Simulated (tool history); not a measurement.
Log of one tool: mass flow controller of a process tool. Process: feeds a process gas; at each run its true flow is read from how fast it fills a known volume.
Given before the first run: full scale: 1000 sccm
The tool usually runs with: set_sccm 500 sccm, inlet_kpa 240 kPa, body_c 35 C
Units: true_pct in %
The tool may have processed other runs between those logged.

run 1 day=0 | set_sccm=500 inlet_kpa=240 body_c=35 | true_pct=96.16
run 2 day=16.925 | set_sccm=500 inlet_kpa=240 body_c=35 | true_pct=96.1
run 3 day=36.167 | set_sccm=500 inlet_kpa=240 body_c=35 | true_pct=96.12
run 4 day=47.571 | set_sccm=500 inlet_kpa=240 body_c=35 | true_pct=96.23
run 5 day=66.254 | set_sccm=500 inlet_kpa=240 body_c=35 | true_pct=96.07
run 6 day=74.088 | set_sccm=500 inlet_kpa=240 body_c=35 | true_pct=96
run 7 day=92.238 | set_sccm=500 inlet_kpa=240 body_c=35 | true_pct=96.04
run 8 day=103.438 | set_sccm=500 inlet_kpa=240 body_c=35 | true_pct=96.03
run 9 day=121.238 | set_sccm=500 inlet_kpa=240 body_c=35 | true_pct=96.03
-- day=122.296 controller's zero set anew
run 10 day=132.846 | set_sccm=500 inlet_kpa=240 body_c=30 | true_pct=97.28
run 11 day=151.662 | set_sccm=500 inlet_kpa=240 body_c=30 | true_pct=97.3
run 12 day=167.633 | set_sccm=198 inlet_kpa=240 body_c=28 | true_pct=99.32

Forecast run 13:
run 13 day=180.85 | set_sccm=198 inlet_kpa=240 body_c=28 | true_pct=?

Run 13 yielded true_pct 99.41 %.
Had the tool carried no hidden state, the very same run would have given true_pct 96.74 %.

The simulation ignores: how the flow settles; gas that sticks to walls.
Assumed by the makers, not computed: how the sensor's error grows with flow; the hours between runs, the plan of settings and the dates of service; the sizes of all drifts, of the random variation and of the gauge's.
